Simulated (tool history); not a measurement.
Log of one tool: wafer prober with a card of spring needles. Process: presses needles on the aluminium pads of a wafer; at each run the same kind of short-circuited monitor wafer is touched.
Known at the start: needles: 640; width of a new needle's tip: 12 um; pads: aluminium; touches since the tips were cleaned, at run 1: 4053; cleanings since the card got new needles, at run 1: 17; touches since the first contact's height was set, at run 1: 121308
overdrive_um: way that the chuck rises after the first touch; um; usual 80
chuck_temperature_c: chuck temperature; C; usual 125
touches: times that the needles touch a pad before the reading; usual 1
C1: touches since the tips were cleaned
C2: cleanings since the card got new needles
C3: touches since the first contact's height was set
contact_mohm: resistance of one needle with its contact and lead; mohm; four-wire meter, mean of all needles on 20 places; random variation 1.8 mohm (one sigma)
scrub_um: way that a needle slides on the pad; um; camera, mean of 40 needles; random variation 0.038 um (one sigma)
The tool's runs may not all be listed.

{"run": 1, "hour": 0.0, "overdrive_um": 80, "chuck_temperature_c": 125, "touches": 1, "C1": 4053, "C2": 17, "C3": 121308, "contact_mohm": 260, "scrub_um": 18.76}
{"hour": 5.3, "done": "tips cleaned on abrasive film"}
{"hour": 18.3, "done": "tips cleaned on abrasive film"}
{"hour": 25.3, "done": "height of the first contact set anew"}
{"hour": 32.1, "done": "tips cleaned on abrasive film"}
{"run": 2, "hour": 32.9, "overdrive_um": 80, "chuck_temperature_c": 125, "touches": 1, "C1": 391, "C2": 20, "C3": 3568, "contact_mohm": 199, "scrub_um": 19.14}
{"hour": 46.6, "done": "tips cleaned on abrasive film"}
{"hour": 59.6, "done": "tips cleaned on abrasive film"}
{"run": 3, "hour": 64.3, "overdrive_um": 80, "chuck_temperature_c": 125, "touches": 1, "C1": 2224, "C2": 22, "C3": 18272, "contact_mohm": 240, "scrub_um": 19.01}
{"hour": 74.4, "done": "tips cleaned on abrasive film"}
{"hour": 86.9, "done": "tips cleaned on abrasive film"}
{"hour": 100.9, "done": "tips cleaned on abrasive film"}
{"run": 4, "hour": 104.3, "overdrive_um": 80, "chuck_temperature_c": 125, "touches": 1, "C1": 1615, "C2": 25, "C3": 37068, "contact_mohm": 232, "scrub_um": 18.99}
{"hour": 115.4, "done": "tips cleaned on abrasive film"}
{"hour": 128.9, "done": "tips cleaned on abrasive film"}
{"hour": 141.9, "done": "tips cleaned on abrasive film"}
{"run": 5, "hour": 142.1, "overdrive_um": 80, "chuck_temperature_c": 125, "touches": 1, "C1": 91, "C2": 28, "C3": 54766, "contact_mohm": 196, "scrub_um": 18.91}
{"hour": 156.3, "done": "tips cleaned on abrasive film"}
{"hour": 168.6, "done": "tips cleaned on abrasive film"}
{"run": 6, "hour": 173.7, "overdrive_um": 80, "chuck_temperature_c": 125, "touches": 1, "C1": 2418, "C2": 30, "C3": 69636, "contact_mohm": 245, "scrub_um": 18.8}
{"hour": 181.8, "done": "tips cleaned on abrasive film"}
{"hour": 194.2, "done": "tips cleaned on abrasive film"}
{"hour": 209.0, "done": "tips cleaned on abrasive film"}
{"run": 7, "hour": 210.5, "overdrive_um": 70, "chuck_temperature_c": 102, "touches": 2, "C1": 700, "C2": 33, "C3": 86852, "contact_mohm": 199, "scrub_um": 16.47}
{"hour": 222.4, "done": "tips cleaned on abrasive film"}
{"run": 8, "hour": 232.5, "overdrive_um": 72, "chuck_temperature_c": 30, "touches": 2, "C1": 4748, "C2": 34, "C3": 97206, "contact_mohm": 209, "scrub_um": 16.89}
{"hour": 235.6, "done": "tips cleaned on abrasive film"}
{"hour": 249.9, "done": "tips cleaned on abrasive film"}
{"run": 9, "hour": 255.1, "overdrive_um": 96, "chuck_temperature_c": 32, "touches": 1, "C1": 2437, "C2": 36, "C3": 107786, "contact_mohm": 216, "scrub_um": 22.61}
{"hour": 262.7, "done": "tips cleaned on abrasive film"}
{"hour": 275.7, "done": "tips cleaned on abrasive film"}
{"hour": 289.7, "done": "tips cleaned on abrasive film"}
{"run": 10, "hour": 291.9, "overdrive_um": 64, "chuck_temperature_c": 60, "touches": 2, "C1": 1029, "C2": 39, "C3": 125033, "contact_mohm": 193, "scrub_um": 14.89}
{"hour": 302.5, "done": "tips cleaned on abrasive film"}
{"hour": 312.1, "done": "height of the first contact set anew"}
{"hour": 316.9, "done": "tips cleaned on abrasive film"}
{"run": 11, "hour": 319.2, "overdrive_um": 91, "chuck_temperature_c": 41, "touches": 1, "C1": 1091, "C2": 41, "C3": 3304, "contact_mohm": 212, "scrub_um": 21.74}
{"hour": 330.0, "done": "tips cleaned on abrasive film"}
{"hour": 343.7, "done": "tips cleaned on abrasive film"}
{"hour": 357.3, "done": "tips cleaned on abrasive film"}
{"run": 12, "hour": 359.8, "overdrive_um": 91, "chuck_temperature_c": 41, "touches": 1, "C1": 1187, "C2": 44, "C3": 22350, "contact_mohm": 208, "scrub_um": 21.52}

Forecast each of these 4 alternatives for the next run:
{"hour": 369.8, "done": "tips cleaned on abrasive film"}
{"hour": 383.6, "done": "tips cleaned on abrasive film"}
{"run": "A", "hour": 388.9, "overdrive_um": 75, "chuck_temperature_c": 41, "touches": 1, "C1": 2486, "C2": 46, "C3": 36010, "contact_mohm": "?", "scrub_um": "?"}
{"hour": 369.8, "done": "tips cleaned on abrasive film"}
{"hour": 383.6, "done": "tips cleaned on abrasive film"}
{"run": "B", "hour": 388.9, "overdrive_um": 64, "chuck_temperature_c": 125, "touches": 3, "C1": 2486, "C2": 46, "C3": 36010, "contact_mohm": "?", "scrub_um": "?"}
{"hour": 369.8, "done": "tips cleaned on abrasive film"}
{"hour": 383.6, "done": "tips cleaned on abrasive film"}
{"run": "C", "hour": 388.9, "overdrive_um": 91, "chuck_temperature_c": 123, "touches": 2, "C1": 2486, "C2": 46, "C3": 36010, "contact_mohm": "?", "scrub_um": "?"}
{"hour": 369.8, "done": "tips cleaned on abrasive film"}
{"hour": 383.6, "done": "tips cleaned on abrasive film"}
{"run": "D", "hour": 388.9, "overdrive_um": 71, "chuck_temperature_c": 41, "touches": 2, "C1": 2486, "C2": 46, "C3": 36010, "contact_mohm": "?", "scrub_um": "?"}

run=A contact_mohm=229 scrub_um=17.74
run=B contact_mohm=206 scrub_um=15.11
run=C contact_mohm=215 scrub_um=21.57
run=D contact_mohm=203 scrub_um=16.78
Without the tool's hidden state the same runs would have given:
run=A contact_mohm=172 scrub_um=17.84
run=B contact_mohm=185 scrub_um=15.22
run=C contact_mohm=183 scrub_um=21.67
run=D contact_mohm=169 scrub_um=16.88

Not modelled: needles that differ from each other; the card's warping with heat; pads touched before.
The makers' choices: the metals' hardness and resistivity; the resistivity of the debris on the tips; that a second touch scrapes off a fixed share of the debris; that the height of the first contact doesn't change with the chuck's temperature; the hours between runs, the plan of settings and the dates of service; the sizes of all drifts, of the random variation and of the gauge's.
